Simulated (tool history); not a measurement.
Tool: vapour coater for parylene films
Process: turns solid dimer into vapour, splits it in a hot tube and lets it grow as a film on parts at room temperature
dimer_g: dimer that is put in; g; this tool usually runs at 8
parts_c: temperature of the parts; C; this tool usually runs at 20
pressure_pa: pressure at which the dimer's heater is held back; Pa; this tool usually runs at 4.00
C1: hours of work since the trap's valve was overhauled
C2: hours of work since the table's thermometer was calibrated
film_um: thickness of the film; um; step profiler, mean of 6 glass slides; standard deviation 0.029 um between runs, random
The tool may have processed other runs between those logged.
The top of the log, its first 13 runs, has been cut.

run 14 hour=138.2 | dimer_g=6 parts_c=14 pressure_pa=4.00 | C1=133 C2=489 | film_um=2.23
run 15 hour=153.2 | dimer_g=6 parts_c=14 pressure_pa=4.00 | C1=145 C2=501 | film_um=2.22
run 16 hour=166.3 | dimer_g=6 parts_c=14 pressure_pa=4.00 | C1=157 C2=513 | film_um=2.21
run 17 hour=182.2 | dimer_g=8 parts_c=20 pressure_pa=7.46 | C1=170 C2=526 | film_um=2.49
run 18 hour=190.1 | dimer_g=8 parts_c=20 pressure_pa=4.00 | C1=177 C2=533 | film_um=2.67
run 19 hour=199.0 | dimer_g=4 parts_c=21 pressure_pa=4.00 | C1=184 C2=540 | film_um=1.29
run 20 hour=212.6 | dimer_g=4 parts_c=21 pressure_pa=4.00 | C1=196 C2=552 | film_um=1.29
run 21 hour=226.5 | dimer_g=4 parts_c=21 pressure_pa=4.00 | C1=208 C2=564 | film_um=1.33
run 22 hour=238.3 | dimer_g=6 parts_c=25 pressure_pa=10.54 | C1=218 C2=574 | film_um=1.62
run 23 hour=244.7 | dimer_g=6 parts_c=25 pressure_pa=10.54 | C1=223 C2=579 | film_um=1.62

Expected results for the next run?
run 24 hour=254.5 | dimer_g=6 parts_c=25 pressure_pa=10.54 | C1=232 C2=588 | film_um=?

{"run 24": {"film_um": 1.66}}
Without the tool's hidden state the same run would have given film_um 1.66 um.
